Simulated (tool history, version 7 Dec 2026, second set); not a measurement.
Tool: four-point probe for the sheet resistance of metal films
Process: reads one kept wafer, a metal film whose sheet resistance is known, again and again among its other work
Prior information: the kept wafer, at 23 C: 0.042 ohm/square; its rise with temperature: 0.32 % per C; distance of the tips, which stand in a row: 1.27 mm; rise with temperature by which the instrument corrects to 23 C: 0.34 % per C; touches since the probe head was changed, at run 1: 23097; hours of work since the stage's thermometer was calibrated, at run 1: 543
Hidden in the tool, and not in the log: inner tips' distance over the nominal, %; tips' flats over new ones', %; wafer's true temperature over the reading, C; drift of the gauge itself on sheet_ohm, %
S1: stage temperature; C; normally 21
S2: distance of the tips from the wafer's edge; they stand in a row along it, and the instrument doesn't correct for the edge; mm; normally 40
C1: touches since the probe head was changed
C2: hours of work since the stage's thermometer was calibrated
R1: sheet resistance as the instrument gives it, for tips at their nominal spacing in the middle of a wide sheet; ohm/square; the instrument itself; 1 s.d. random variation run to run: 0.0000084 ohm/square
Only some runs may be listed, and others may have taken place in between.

run,day,S1,S2,C1,C2,R1
1,0.000,21,40,23097,543,0.042107
2,0.979,21,40,24034,559,0.042120
3,1.396,21,40,24434,566,0.042111
4,2.038,21,40,25050,577,0.042117
5,2.967,21,40,25936,592,0.042120
6,3.375,21,40,26328,598,0.042114
7,4.096,21,40,27018,610,0.042126
8,4.725,21,40,27620,620,0.042125
9,5.375,20,40,28244,631,0.042104
10,6.312,33,10,29142,646,0.042390
11,7.133,33,10,29928,659,0.042395
12,8.012,30,4,30770,674,0.044181
13,8.917,34,30,31634,688,0.042059
14,9.467,33,4,32163,697,0.044181
15,10.312,33,4,32973,711,0.044185

Selected run-to-run steps in R1, each split into two signed amounts: the part the tool would show with no hidden state at all (from settings, incoming material and random variation), and the remainder, which goes to the hidden state together with any gauge scatter not common to the measured and the hidden-state-free results:
Run 12 -> 13: S1 30 -> 34, S2 4 -> 30. R1 -0.002122 ohm/square: hidden state -0.000002, all else -0.002120.
Run 13 -> 14: S1 34 -> 33, S2 30 -> 4. R1 +0.002122 ohm/square: hidden state +0.000005, all else +0.002117.
